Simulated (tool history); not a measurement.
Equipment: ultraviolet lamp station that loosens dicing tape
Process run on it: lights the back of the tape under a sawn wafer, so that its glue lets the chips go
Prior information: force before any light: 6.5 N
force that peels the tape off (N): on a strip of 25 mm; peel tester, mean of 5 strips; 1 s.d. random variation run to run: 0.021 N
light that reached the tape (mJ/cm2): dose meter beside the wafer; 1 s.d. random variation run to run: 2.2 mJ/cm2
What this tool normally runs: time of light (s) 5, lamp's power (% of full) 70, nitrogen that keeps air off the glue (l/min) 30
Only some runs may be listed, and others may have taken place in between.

run,day,time of light (s),lamp's power (% of full),nitrogen that keeps air off the glue (l/min),force that peels the tape off (N),light that reached the tape (mJ/cm2)
1,0.000,5,70,30,1.125,178
2,0.754,5,70,30,1.106,177
3,1.271,5,70,30,1.150,180
4,2.029,5,70,30,1.152,169
5,2.500,8,70,30,0.469,278
6,3.104,8,70,30,0.494,270
7,3.596,8,70,30,0.496,273
8,4.446,5,70,25,1.355,170
9,5.275,5,70,25,1.313,167
10,6.312,5,70,25,1.355,170
11,7.321,5,70,25,1.372,166
12,7.858,5,70,25,1.312,168
13,8.812,5,70,59,0.819,166
14,9.650,5,70,59,0.812,162
15,10.350,5,70,30,1.272,165
16,11.346,5,70,30,1.188,169
17,11.858,5,70,30,1.199,171
18,12.300,5,70,30,1.207,166
19,12.900,5,70,30,1.236,169
20,13.562,5,70,30,1.216,164
21,14.233,5,75,30,1.142,178
22,15.117,5,75,30,1.129,174
23,15.958,5,75,30,1.148,176
24,16.562,8,75,29,0.481,277
25,17.233,8,75,29,0.489,276
26,18.292,8,75,29,0.490,272
27,18.808,8,75,29,0.522,275
28,19.662,8,75,29,0.514,275
29,20.125,8,75,29,0.529,274
30,21.133,8,75,29,0.547,272
31,21.596,5,70,17,1.851,158
32,22.450,5,70,12,2.209,153
33,23.162,5,68,30,1.442,146
34,23.638,2,70,13,4.243,59
35,24.554,5,93,41,0.716,203
36,25.004,2,61,44,3.518,51
37,25.950,7,77,19,0.934,232
38,26.996,7,70,42,0.660,209
39,27.888,5,70,11,2.397,145
40,28.771,5,86,10,1.993,180
41,29.517,3,70,26,2.624,94

Not shown here: 3 entries made in the log between runs. Locate each between two listed runs and compare the hidden state at the listed run before it with the hidden state at the listed run after it:
Runs 14 to 15: window cleaned of glue's vapour (day 9.725)
  lamp's light, % of a new lamp's: 91.5 -> 91.3; light that the window lets through, % of a clean one's: 95.8 -> 94.8
  the result without the hidden state subtracted from the measured one, force that peels the tape off (N): +0.176 -> +0.264; light that reached the tape (mJ/cm2): -23 -> -26
Runs 15 to 16: window cleaned of glue's vapour, once more (day 11.296)
  lamp's light, % of a new lamp's: 91.3 -> 90.9; light that the window lets through, % of a clean one's: 94.8 -> 99.7
  the result without the hidden state subtracted from the measured one, force that peels the tape off (N): +0.264 -> +0.176; light that reached the tape (mJ/cm2): -26 -> -17
Runs 40 to 41: window cleaned of glue's vapour (day 29.171)
  lamp's light, % of a new lamp's: 85.4 -> 85.2; light that the window lets through, % of a clean one's: 92.6 -> 99.4
  the result without the hidden state subtracted from the measured one, force that peels the tape off (N): +0.511 -> +0.395; light that reached the tape (mJ/cm2): -48 -> -17
